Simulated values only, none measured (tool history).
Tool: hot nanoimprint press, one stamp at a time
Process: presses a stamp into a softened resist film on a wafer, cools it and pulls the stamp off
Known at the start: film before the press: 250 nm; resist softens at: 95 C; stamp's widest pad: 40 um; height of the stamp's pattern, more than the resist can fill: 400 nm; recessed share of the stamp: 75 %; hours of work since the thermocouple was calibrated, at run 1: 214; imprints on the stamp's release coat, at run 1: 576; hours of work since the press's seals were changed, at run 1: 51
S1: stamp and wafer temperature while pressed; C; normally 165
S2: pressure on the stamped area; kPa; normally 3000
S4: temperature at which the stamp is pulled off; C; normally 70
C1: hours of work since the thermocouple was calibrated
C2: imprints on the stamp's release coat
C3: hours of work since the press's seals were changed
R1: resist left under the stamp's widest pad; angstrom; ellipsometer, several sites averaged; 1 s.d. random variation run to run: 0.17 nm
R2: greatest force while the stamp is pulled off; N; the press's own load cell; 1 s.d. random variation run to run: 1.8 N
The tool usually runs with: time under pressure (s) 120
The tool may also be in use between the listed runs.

{"run": 1, "hour": 0.0, "S1": 165, "S2": 3000, "time under pressure (s)": 120, "S4": 70, "C1": 214, "C2": 576, "C3": 51, "R1": 932, "R2": 227}
{"run": 2, "hour": 31.3, "S1": 165, "S2": 3300, "time under pressure (s)": 120, "S4": 70, "C1": 236, "C2": 680, "C3": 73, "R1": 892, "R2": 230}
{"run": 3, "hour": 61.6, "S1": 165, "S2": 3300, "time under pressure (s)": 120, "S4": 70, "C1": 258, "C2": 780, "C3": 94, "R1": 892, "R2": 232}
{"run": 4, "hour": 106.4, "S1": 157, "S2": 3000, "time under pressure (s)": 120, "S4": 70, "C1": 289, "C2": 928, "C3": 126, "R1": 1270, "R2": 240}
{"run": 5, "hour": 133.4, "S1": 157, "S2": 3000, "time under pressure (s)": 120, "S4": 70, "C1": 308, "C2": 1017, "C3": 145, "R1": 1268, "R2": 240}
{"hour": 142.3, "done": "stamp cleaned and given a new release coat"}
{"run": 6, "hour": 173.3, "S1": 157, "S2": 3000, "time under pressure (s)": 120, "S4": 70, "C1": 332, "C2": 102, "C3": 168, "R1": 1267, "R2": 215}
{"run": 7, "hour": 200.0, "S1": 157, "S2": 3000, "time under pressure (s)": 120, "S4": 70, "C1": 351, "C2": 191, "C3": 187, "R1": 1268, "R2": 215}
{"hour": 231.0, "done": "plate thermocouple calibrated"}
{"run": 8, "hour": 241.8, "S1": 157, "S2": 3000, "time under pressure (s)": 120, "S4": 70, "C1": 8, "C2": 319, "C3": 214, "R1": 1289, "R2": 221}
{"run": 9, "hour": 273.6, "S1": 157, "S2": 3000, "time under pressure (s)": 120, "S4": 70, "C1": 30, "C2": 424, "C3": 237, "R1": 1287, "R2": 221}
{"run": 10, "hour": 301.4, "S1": 169, "S2": 3000, "time under pressure (s)": 120, "S4": 70, "C1": 49, "C2": 515, "C3": 256, "R1": 812, "R2": 224}
{"run": 11, "hour": 320.8, "S1": 169, "S2": 3000, "time under pressure (s)": 120, "S4": 70, "C1": 63, "C2": 579, "C3": 270, "R1": 813, "R2": 232}
{"run": 12, "hour": 354.7, "S1": 169, "S2": 3000, "time under pressure (s)": 120, "S4": 70, "C1": 87, "C2": 691, "C3": 294, "R1": 813, "R2": 231}
{"run": 13, "hour": 398.7, "S1": 165, "S2": 3000, "time under pressure (s)": 120, "S4": 70, "C1": 118, "C2": 837, "C3": 325, "R1": 945, "R2": 235}
{"run": 14, "hour": 442.7, "S1": 165, "S2": 3000, "time under pressure (s)": 120, "S4": 70, "C1": 149, "C2": 982, "C3": 356, "R1": 942, "R2": 238}
{"hour": 460.2, "done": "stamp cleaned and given a new release coat"}
{"run": 15, "hour": 483.1, "S1": 165, "S2": 3000, "time under pressure (s)": 120, "S4": 70, "C1": 173, "C2": 76, "C3": 380, "R1": 938, "R2": 214}
{"run": 16, "hour": 510.4, "S1": 172, "S2": 4740, "time under pressure (s)": 157, "S4": 56, "C1": 192, "C2": 166, "C3": 399, "R1": 513, "R2": 246}
{"run": 17, "hour": 551.2, "S1": 173, "S2": 4740, "time under pressure (s)": 70, "S4": 61, "C1": 221, "C2": 301, "C3": 428, "R1": 703, "R2": 238}
{"run": 18, "hour": 578.2, "S1": 173, "S2": 4740, "time under pressure (s)": 70, "S4": 61, "C1": 240, "C2": 390, "C3": 447, "R1": 701, "R2": 239}
{"run": 19, "hour": 601.4, "S1": 173, "S2": 4740, "time under pressure (s)": 70, "S4": 61, "C1": 256, "C2": 466, "C3": 463, "R1": 701, "R2": 249}
{"run": 20, "hour": 620.0, "S1": 161, "S2": 3000, "time under pressure (s)": 120, "S4": 75, "C1": 269, "C2": 528, "C3": 476, "R1": 1095, "R2": 212}
{"run": 21, "hour": 645.2, "S1": 167, "S2": 3000, "time under pressure (s)": 120, "S4": 65, "C1": 287, "C2": 611, "C3": 494, "R1": 870, "R2": 237}
{"run": 22, "hour": 672.3, "S1": 167, "S2": 3000, "time under pressure (s)": 120, "S4": 65, "C1": 306, "C2": 700, "C3": 513, "R1": 867, "R2": 244}
{"run": 23, "hour": 699.6, "S1": 167, "S2": 3000, "time under pressure (s)": 120, "S4": 65, "C1": 325, "C2": 791, "C3": 532, "R1": 865, "R2": 244}
{"run": 24, "hour": 717.9, "S1": 176, "S2": 3280, "time under pressure (s)": 120, "S4": 65, "C1": 338, "C2": 851, "C3": 545, "R1": 598, "R2": 250}
{"hour": 765.9, "done": "plate thermocouple calibrated"}
{"run": 25, "hour": 765.9, "S1": 176, "S2": 3280, "time under pressure (s)": 180, "S4": 58, "C1": 0, "C2": 999, "C3": 576, "R1": 521, "R2": 268}
{"hour": 778.7, "done": "stamp cleaned and given a new release coat"}
{"run": 26, "hour": 811.3, "S1": 160, "S2": 2690, "time under pressure (s)": 120, "S4": 70, "C1": 28, "C2": 108, "C3": 604, "R1": 1235, "R2": 214}
{"run": 27, "hour": 843.9, "S1": 160, "S2": 2690, "time under pressure (s)": 120, "S4": 70, "C1": 51, "C2": 215, "C3": 627, "R1": 1238, "R2": 219}
{"hour": 880.7, "done": "press's hydraulic seals changed and the load cell set to zero"}
{"run": 28, "hour": 890.8, "S1": 165, "S2": 3000, "time under pressure (s)": 73, "S4": 59, "C1": 78, "C2": 343, "C3": 7, "R1": 1150, "R2": 249}
{"run": 29, "hour": 916.3, "S1": 165, "S2": 3000, "time under pressure (s)": 73, "S4": 59, "C1": 96, "C2": 428, "C3": 25, "R1": 1149, "R2": 247}

The same runs without the tool's hidden state, with the same run-to-run variation:
Unlogged tool condition in this case: true temperature over the reading, C; pressure that arrives at the usual setting, %; grip of the stamp's worn release coat, % over a new coat's; drift of the gauge itself on residual_nm, %; drift of the gauge itself on pull_off_n, %.
run=1 R1=945 R2=213
run=2 R1=905 R2=214
run=3 R1=906 R2=213
run=4 R1=1292 R2=216
run=5 R1=1292 R2=215
run=6 R1=1292 R2=214
run=7 R1=1294 R2=212
run=8 R1=1292 R2=213
run=9 R1=1291 R2=211
run=10 R1=814 R2=211
run=11 R1=815 R2=217
run=12 R1=816 R2=214
run=13 R1=950 R2=214
run=14 R1=949 R2=213
run=15 R1=946 R2=214
run=16 R1=510 R2=243
run=17 R1=700 R2=231
run=18 R1=699 R2=230
run=19 R1=698 R2=237
run=20 R1=1110 R2=201
run=21 R1=881 R2=222
run=22 R1=879 R2=227
run=23 R1=877 R2=224
run=24 R1=602 R2=228
run=25 R1=504 R2=238
run=26 R1=1208 R2=211
run=27 R1=1212 R2=213
run=28 R1=1151 R2=239
run=29 R1=1150 R2=235
